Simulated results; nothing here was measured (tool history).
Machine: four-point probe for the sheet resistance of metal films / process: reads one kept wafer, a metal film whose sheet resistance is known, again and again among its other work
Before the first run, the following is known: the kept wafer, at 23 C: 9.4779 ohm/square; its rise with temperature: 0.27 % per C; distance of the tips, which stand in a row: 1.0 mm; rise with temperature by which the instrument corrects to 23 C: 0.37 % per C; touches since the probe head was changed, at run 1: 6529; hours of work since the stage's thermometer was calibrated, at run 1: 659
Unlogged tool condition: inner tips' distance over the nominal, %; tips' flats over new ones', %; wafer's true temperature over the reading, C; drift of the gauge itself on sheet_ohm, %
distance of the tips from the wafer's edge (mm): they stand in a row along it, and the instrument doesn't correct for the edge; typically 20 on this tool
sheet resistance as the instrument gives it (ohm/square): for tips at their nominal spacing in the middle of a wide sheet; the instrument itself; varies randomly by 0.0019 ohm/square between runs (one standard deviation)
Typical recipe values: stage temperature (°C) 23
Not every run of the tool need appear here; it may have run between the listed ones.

run    day  stage temperature (°C)  distance of the tips from the wafer's edge (mm)  touches since the probe head was changed  hours of work since the stage's thermometer was calibrated  sheet resistance as the instrument gives it (ohm/square)
  1      0                      23                                               20                                      6529                                                         659                                                  9.489532
  2  0.275                      23                                               20                                      6651                                                         663                                                   9.48871
  3  0.938                      23                                               20                                      6946                                                         675                                                   9.49118
  4  1.275                      23                                               12                                      7097                                                         680                                                  9.515314
  5  1.871                      23                                               12                                      7362                                                         691                                                  9.517308
  6  2.358                      21                                               20                                      7580                                                         699                                                  9.507662
  7  2.804                      23                                               40                                      7778                                                         706                                                  9.480827
  8  3.367                      23                                               15                                      8028                                                         716                                                  9.496559
  9  3.675                      23                                               15                                      8167                                                         721                                                  9.500938
 10    4.2                      21                                               15                                      8400                                                         730                                                  9.518055
 11  4.796                      23                                                6                                      8666                                                         740                                                  9.618422
 12   5.35                      23                                               20                                      8913                                                         750                                                  9.492225
 13  5.925                      23                                               20                                      9169                                                         759                                                  9.487583
 14  6.467                      23                                               56                                      9409                                                         769                                                  9.478562
 15  7.025                      23                                                5                                      9658                                                         778                                                  9.678685

What does the tool deliver on the next run?
 16  7.7                      28                                               14                                      9960                                                         790                                                         ?

{"run 16": {"sheet resistance as the instrument gives it (ohm/square)": 9.458711}}
Had the tool carried no hidden state, the very same run would have given sheet resistance as the instrument gives it (ohm/square) 9.458429.
